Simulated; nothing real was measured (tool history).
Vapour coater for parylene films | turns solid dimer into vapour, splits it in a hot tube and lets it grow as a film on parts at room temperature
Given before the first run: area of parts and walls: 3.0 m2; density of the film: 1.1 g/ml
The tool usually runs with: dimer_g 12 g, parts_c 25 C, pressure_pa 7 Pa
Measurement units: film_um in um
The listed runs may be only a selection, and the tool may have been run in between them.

run,hour,dimer_g,parts_c,pressure_pa,film_um
1,0,12,25,7,1.74
2,44.9,18,25,7,2.55
3,101.9,12,25,2.27,2.29
4,165.4,12,25,2.27,2.25
# hour 185.7: trap's valve overhauled
5,236.8,12,25,2.27,2.28
6,280,12,28,7,1.46
7,309.1,12,25,2.67,2.18
8,377.5,12,25,2.67,2.19
9,429.1,12,25,7,1.68
10,463.5,12,25,7,1.72
11,533.2,12,25,7,1.71
12,569.1,12,22,7,2.01
13,625.3,12,22,7,1.97
14,668.7,12,33,7,1.13
15,702.4,18,29,7,2.09
16,750.6,12,21,8.31,2
17,800.8,6,34,8.31,0.51
18,838.4,7,25,7,0.99
19,868,7,25,8.83,0.98
20,911.2,7,25,8.83,0.96
21,940.7,17,19,8.83,3.05
22,990.6,21,23,2.06,4.45
23,1050.1,12,20,7.65,2.16
24,1088.9,7,25,8.58,0.94
25,1125.5,7,28,3.37,1.04

What if the next run were any one of these 4? Each begins from the tool's condition after run 25:
A,1171.9,22,28,4.33,?
B,1171.9,20,22,7,?
C,1171.9,12,25,2.29,?
D,1171.9,12,19,3.37,?

run,film_um
A,3.08
B,3.32
C,2.25
D,2.76
Without the tool's unlogged condition, the same runs would have read:
run,film_um
A,3.11
B,3.36
C,2.27
D,2.79
